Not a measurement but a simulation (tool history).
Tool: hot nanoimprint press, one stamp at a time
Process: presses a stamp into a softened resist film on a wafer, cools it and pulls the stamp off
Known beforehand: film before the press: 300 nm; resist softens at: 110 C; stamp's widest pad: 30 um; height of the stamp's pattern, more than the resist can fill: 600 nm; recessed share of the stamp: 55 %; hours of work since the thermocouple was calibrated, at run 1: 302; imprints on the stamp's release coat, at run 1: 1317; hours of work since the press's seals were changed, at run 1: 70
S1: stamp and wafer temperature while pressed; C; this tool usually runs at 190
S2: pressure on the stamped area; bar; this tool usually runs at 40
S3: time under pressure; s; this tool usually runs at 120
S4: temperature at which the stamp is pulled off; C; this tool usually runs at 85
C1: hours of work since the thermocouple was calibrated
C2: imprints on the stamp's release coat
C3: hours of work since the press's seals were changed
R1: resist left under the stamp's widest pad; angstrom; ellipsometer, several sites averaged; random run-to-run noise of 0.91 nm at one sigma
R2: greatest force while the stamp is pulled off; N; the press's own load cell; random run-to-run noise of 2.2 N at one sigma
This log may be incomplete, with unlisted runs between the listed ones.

Run 1, day 0: usual settings; C1 302; C2 1317; C3 70. Result: R1 1297 angstrom, R2 151 N.
Run 2, day 0.358: usual settings; C1 306; C2 1331; C3 74. Result: R1 1292 angstrom, R2 148 N.
Run 3, day 0.658: usual settings; C1 309; C2 1343; C3 77. Result: R1 1295 angstrom, R2 149 N.
Run 4, day 1.033: usual settings; C1 313; C2 1358; C3 81. Result: R1 1285 angstrom, R2 146 N.
Run 5, day 1.312: usual settings; C1 316; C2 1369; C3 85. Result: R1 1282 angstrom, R2 149 N.
Run 6, day 1.712: usual settings; C1 320; C2 1384; C3 89. Result: R1 1278 angstrom, R2 146 N.
Run 7, day 2.096: usual settings; C1 324; C2 1400; C3 93. Result: R1 1301 angstrom, R2 149 N.
Run 8, day 2.504: usual settings but S2 28.4 bar; C1 329; C2 1416; C3 98. Result: R1 1539 angstrom, R2 150 N.
Run 9, day 2.754: usual settings but S2 28.4 bar; C1 332; C2 1425; C3 100. Result: R1 1533 angstrom, R2 146 N.
At day 3.167: stamp cleaned and given a new release coat.
Run 10, day 3.271: usual settings but S2 28.4 bar; C1 335; C2 4; C3 103. Result: R1 1543 angstrom, R2 128 N.
Run 11, day 3.65: usual settings but S2 28.4 bar; C1 339; C2 19; C3 107. Result: R1 1530 angstrom, R2 132 N.
Run 12, day 3.979: usual settings but S2 28.4 bar; C1 342; C2 32; C3 111. Result: R1 1547 angstrom, R2 134 N.
Run 13, day 4.262: usual settings but S3 63 s; C1 345; C2 43; C3 114. Result: R1 1604 angstrom, R2 134 N.
Run 14, day 4.517: usual settings but S3 63 s; C1 348; C2 53; C3 117. Result: R1 1601 angstrom, R2 135 N.
Run 15, day 4.862: usual settings; C1 352; C2 67; C3 120. Result: R1 1294 angstrom, R2 135 N.
Run 16, day 5.129: usual settings but S1 192 C, S2 30.8 bar; C1 355; C2 77; C3 123. Result: R1 1373 angstrom, R2 134 N.
Run 17, day 5.529: usual settings but S1 187 C, S3 214 s; C1 359; C2 93; C3 128. Result: R1 1196 angstrom, R2 132 N.
Run 18, day 5.942: usual settings but S1 183 C, S2 39.2 bar, S3 121 s, S4 77 C; C1 364; C2 109; C3 132. Result: R1 1736 angstrom, R2 149 N.
Run 19, day 6.158: usual settings but S1 186 C, S2 40.9 bar, S3 170 s, S4 76 C; C1 366; C2 118; C3 134. Result: R1 1352 angstrom, R2 157 N.
Run 20, day 6.388: usual settings but S1 181 C, S2 28 bar, S3 170 s, S4 76 C; C1 368; C2 127; C3 137. Result: R1 1945 angstrom, R2 149 N.
Run 21, day 6.646: usual settings but S1 181 C, S2 32.6 bar, S3 170 s, S4 76 C; C1 371; C2 137; C3 140. Result: R1 1828 angstrom, R2 154 N.
Run 22, day 6.829: usual settings but S4 87 C; C1 373; C2 144; C3 142. Result: R1 1301 angstrom, R2 130 N.
Run 23, day 7.117: usual settings but S1 202 C, S3 189 s, S4 72 C; C1 376; C2 156; C3 145. Result: R1 678 angstrom, R2 165 N.
Run 24, day 7.546: usual settings but S1 178 C, S2 60.7 bar, S3 149 s, S4 73 C; C1 381; C2 173; C3 150. Result: R1 1636 angstrom, R2 159 N.
Run 25, day 7.917: usual settings but S1 183 C, S2 54 bar, S4 73 C; C1 385; C2 187; C3 154. Result: R1 1483 angstrom, R2 160 N.
Run 26, day 8.246: usual settings but S1 183 C, S2 54 bar, S4 73 C; C1 389; C2 200; C3 157. Result: R1 1490 angstrom, R2 165 N.
Run 27, day 8.529: usual settings but S1 192 C, S3 66 s; C1 392; C2 212; C3 160. Result: R1 1474 angstrom, R2 130 N.
Run 28, day 8.95: usual settings but S4 88 C; C1 396; C2 228; C3 165. Result: R1 1312 angstrom, R2 127 N.
Run 29, day 9.275: usual settings but S1 201 C, S4 92 C; C1 400; C2 241; C3 168. Result: R1 838 angstrom, R2 117 N.
Run 30, day 9.621: usual settings but S1 191 C, S2 26.7 bar, S3 209 s, S4 83 C; C1 404; C2 255; C3 172. Result: R1 1274 angstrom, R2 140 N.

Pick out some run-to-run changes in R1. Of each, how much would a tool without hidden state show as well, from the settings, what came in and chance, and how much is left for the hidden state and any gauge scatter not in both results compared?
The tool's hidden condition here consists of: true temperature over the reading, C; pressure that arrives at the usual setting, %; grip of the stamp's worn release coat, % over a new coat's; drift of the gauge itself on residual_nm, %; drift of the gauge itself on pull_off_n, %.
Run 19 -> 20: S1 186 -> 181, S2 40.9 -> 28. R1 +593 angstrom: hidden state +4, all else +589.
Run 22 -> 23: S1 190 -> 202, S3 120 -> 189, S4 87 -> 72. R1 -623 angstrom: hidden state -17, all else -606.
Run 23 -> 24: S1 202 -> 178, S2 40 -> 60.7, S3 189 -> 149, S4 72 -> 73. R1 +958 angstrom: hidden state +36, all else +922.
Run 28 -> 29: S1 190 -> 201, S4 88 -> 92. R1 -474 angstrom: hidden state -16, all else -458.
